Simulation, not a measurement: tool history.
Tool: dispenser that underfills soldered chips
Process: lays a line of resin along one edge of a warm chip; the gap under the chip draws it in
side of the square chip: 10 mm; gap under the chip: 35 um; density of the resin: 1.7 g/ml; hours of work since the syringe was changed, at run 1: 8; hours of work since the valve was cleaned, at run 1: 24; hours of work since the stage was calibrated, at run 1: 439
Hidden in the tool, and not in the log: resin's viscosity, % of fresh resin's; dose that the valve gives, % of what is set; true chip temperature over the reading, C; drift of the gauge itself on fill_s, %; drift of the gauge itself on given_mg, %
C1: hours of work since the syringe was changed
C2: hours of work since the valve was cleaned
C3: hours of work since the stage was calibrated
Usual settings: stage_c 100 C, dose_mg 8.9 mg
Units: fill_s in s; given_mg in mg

Run 1, hour 0: usual settings; C1 8; C2 24; C3 439. Result: fill_s 277.5 s, given_mg 8.75 mg.
At hour 2.8: new syringe of resin.
Run 2, hour 8: usual settings; C1 4; C2 30; C3 445. Result: fill_s 226.1 s, given_mg 8.71 mg.
At hour 17.2: new syringe of resin.
Run 3, hour 17.7: usual settings but dose_mg 8.72 mg; C1 0; C2 37; C3 452. Result: fill_s 203.3 s, given_mg 8.45 mg.
Run 4, hour 30: usual settings but dose_mg 8.18 mg; C1 10; C2 46; C3 461. Result: fill_s 304.2 s, given_mg 7.92 mg.
At hour 31.9: new syringe of resin.
Run 5, hour 38: usual settings but dose_mg 8.18 mg; C1 5; C2 52; C3 467. Result: fill_s 242.5 s, given_mg 7.91 mg.
At hour 46.8: new syringe of resin.
Run 6, hour 46.8: usual settings but dose_mg 8.18 mg; C1 0; C2 58; C3 473. Result: fill_s 193.1 s, given_mg 7.77 mg.
At hour 61.1: new syringe of resin.
Run 7, hour 61.1: usual settings but dose_mg 8.18 mg; C1 0; C2 69; C3 484. Result: fill_s 200.4 s, given_mg 7.78 mg.
Run 8, hour 69.8: usual settings but stage_c 105 C, dose_mg 8.61 mg; C1 6; C2 75; C3 490. Result: fill_s 226.9 s, given_mg 8.09 mg.
At hour 75.7: new syringe of resin.
Run 9, hour 77.5: usual settings but stage_c 105 C, dose_mg 10.47 mg; C1 1; C2 81; C3 496. Result: fill_s 173.9 s, given_mg 9.91 mg.
Run 10, hour 87.6: usual settings but stage_c 113 C, dose_mg 11.18 mg; C1 9; C2 88; C3 504. Result: fill_s 194.6 s, given_mg 10.44 mg.
At hour 90.8: new syringe of resin.
At hour 102.5: dispensing valve cleaned and set on the balance.
Run 11, hour 103.1: usual settings but stage_c 113 C, dose_mg 11.18 mg; C1 8; C2 0; C3 514. Result: fill_s 193.7 s, given_mg 11.23 mg.
At hour 106.4: new syringe of resin.
Run 12, hour 114.1: usual settings but stage_c 88 C, dose_mg 11.01 mg; C1 6; C2 9; C3 522. Result: fill_s 343.4 s, given_mg 10.85 mg.

Some steps in fill_s between neighbouring runs. How much of each would the tool show without its hidden state too (settings, what came in, random variation), and how much is left for the hidden state, with any gauge scatter that isn't in both results?
Run 3 -> 4: dose_mg 8.72 -> 8.18. fill_s +100.9 s: hidden state +102, all else -1.1.
Run 11 -> 12: stage_c 113 -> 88, dose_mg 11.18 -> 11.01, new syringe of resin. fill_s +149.7 s: hidden state +28.7, all else +121.
